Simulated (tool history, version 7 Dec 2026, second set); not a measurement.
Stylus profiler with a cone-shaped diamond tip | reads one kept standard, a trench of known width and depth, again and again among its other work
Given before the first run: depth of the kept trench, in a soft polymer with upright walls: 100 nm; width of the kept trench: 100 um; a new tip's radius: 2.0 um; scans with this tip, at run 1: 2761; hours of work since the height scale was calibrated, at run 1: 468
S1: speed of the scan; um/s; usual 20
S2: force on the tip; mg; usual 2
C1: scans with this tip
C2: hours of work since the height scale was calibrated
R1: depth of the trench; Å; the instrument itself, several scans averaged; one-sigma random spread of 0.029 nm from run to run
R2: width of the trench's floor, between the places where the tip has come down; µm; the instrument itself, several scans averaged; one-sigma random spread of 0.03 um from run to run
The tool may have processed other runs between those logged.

| run | hour | S1 | S2 | C1 | C2 | R1 | R2 |
|---|---|---|---|---|---|---|---|
| 1 | 0 | 20 | 2 | 2761 | 468 | 1013.5 | 98.53 |
| 2 | 93.6 | 20 | 2 | 3169 | 537 | 1014 | 98.58 |
| 3 | 158.8 | 20 | 2 | 3453 | 585 | 1013.7 | 98.58 |
| 4 | 248.7 | 20 | 2 | 3845 | 652 | 1014.1 | 98.59 |
| 5 | 304.1 | 20 | 2 | 4086 | 693 | 1014.2 | 98.49 |
| 6 | 382.3 | 20 | 2 | 4427 | 750 | 1014.4 | 98.56 |
| 7 | 447 | 20 | 4.6 | 4708 | 798 | 1023.7 | 98.53 |
| 8 | 516.7 | 20 | 4.6 | 5012 | 850 | 1023.5 | 98.53 |
| 9 | 589.7 | 20 | 4.6 | 5330 | 904 | 1023.3 | 98.56 |
| 10 | 644.5 | 20 | 4.6 | 5569 | 944 | 1023.4 | 98.53 |
| 11 | 728.7 | 20 | 4.6 | 5936 | 1006 | 1023.9 | 98.55 |
| 12 | 803.2 | 20 | 4.6 | 6260 | 1061 | 1024 | 98.51 |
| 13 | 856 | 20 | 4.6 | 6490 | 1100 | 1024.3 | 98.45 |
| 14 | 910 | 20 | 3.23 | 6726 | 1140 | 1019.6 | 98.49 |
| 15 | 952.9 | 20 | 3.23 | 6913 | 1172 | 1019.5 | 98.47 |
| 16 | 1046.6 | 20 | 3.23 | 7321 | 1241 | 1019.6 | 98.43 |
| 17 | 1107.9 | 20 | 3.23 | 7588 | 1286 | 1019.5 | 98.45 |
| 18 | 1182.4 | 10 | 1.58 | 7913 | 1341 | 1013.6 | 98.43 |
| 19 | 1266.4 | 10 | 1.58 | 8279 | 1403 | 1013.3 | 98.49 |
| 20 | 1357.9 | 19 | 3.05 | 8677 | 1471 | 1019.3 | 98.45 |
| 21 | 1415.4 | 71 | 5.74 | 8928 | 1513 | 1028.3 | 98.28 |
| 22 | 1487.8 | 71 | 5.74 | 9243 | 1567 | 1028.2 | 98.3 |
| 23 | 1582.2 | 13 | 2.62 | 9654 | 1636 | 1018.4 | 98.38 |
| 24 | 1630.7 | 13 | 2.62 | 9866 | 1672 | 1018.6 | 98.41 |

Alternative continuations, all from the tool just after run 24; predict every row:
| A | 1690 | 13 | 1.52 | 10124 | 1716 | ? | ? |
| B | 1690 | 76 | 0.84 | 10124 | 1716 | ? | ? |
| C | 1690 | 32 | 3.44 | 10124 | 1716 | ? | ? |
| D | 1690 | 68 | 3.85 | 10124 | 1716 | ? | ? |
| E | 1690 | 20 | 2.89 | 10124 | 1716 | ? | ? |

| run | R1 | R2 |
|---|---|---|
| A | 1014 | 98.38 |
| B | 1010.6 | 98.06 |
| C | 1021.4 | 98.4 |
| D | 1022.4 | 98.26 |
| E | 1019.1 | 98.37 |
Take away the tool's hidden state, keep each run's random variation, and the runs would have read:
| run | R1 | R2 |
|---|---|---|
| A | 1010.6 | 98.69 |
| B | 1007.2 | 98.37 |
| C | 1017.9 | 98.7 |
| D | 1019 | 98.57 |
| E | 1015.7 | 98.68 |

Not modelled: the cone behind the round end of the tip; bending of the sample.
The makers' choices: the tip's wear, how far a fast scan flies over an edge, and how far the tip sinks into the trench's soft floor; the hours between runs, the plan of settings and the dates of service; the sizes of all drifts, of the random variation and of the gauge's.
